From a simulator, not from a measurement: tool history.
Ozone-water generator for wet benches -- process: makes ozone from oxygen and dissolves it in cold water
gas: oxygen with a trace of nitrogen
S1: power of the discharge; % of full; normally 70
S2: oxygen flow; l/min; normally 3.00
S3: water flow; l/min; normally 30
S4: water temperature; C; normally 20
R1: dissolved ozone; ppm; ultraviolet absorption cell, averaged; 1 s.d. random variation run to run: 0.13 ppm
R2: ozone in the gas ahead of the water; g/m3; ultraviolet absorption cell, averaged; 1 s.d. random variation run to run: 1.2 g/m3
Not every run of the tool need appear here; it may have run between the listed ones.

run	day	S1	S2	S3	S4	R1	R2
1	0.000	70	3.00	30	20	12.5	204.0
2	0.808	70	3.00	30	20	12.7	203.8
3	1.617	70	3.00	30	20	12.3	205.1
4	2.838	70	3.00	30	20	12.1	206.4
5	3.779	70	3.00	30	20	12.2	203.1
6	4.625	70	3.00	30	20	12.3	203.3
7	5.746	70	3.00	30	20	12.3	202.2
8	6.450	84	3.00	25	13	18.4	240.2
9	7.167	84	3.00	25	13	18.4	239.7
10	8.104	42	1.69	33	18	6.4	183.1
11	8.771	78	3.00	33	23	12.0	225.4
12	9.696	78	2.56	33	18	12.0	246.8

Same runs, no hidden state in the tool, same run-to-run variation:
The tool's hidden condition here consists of: yield of the discharge, % of new electrodes'; contactor's efficiency, % of a clean one's; true water temperature over the reading, C; drift of the gauge itself on ozone_ppm, %; drift of the gauge itself on gas_g_m3, %.
run	R1	R2
1	13.2	208.6
2	13.3	208.6
3	13.0	210.0
4	12.8	211.5
5	12.9	208.2
6	13.0	208.6
7	12.9	207.7
8	19.5	247.9
9	19.5	247.5
10	6.7	185.8
11	12.7	232.6
12	12.8	254.8
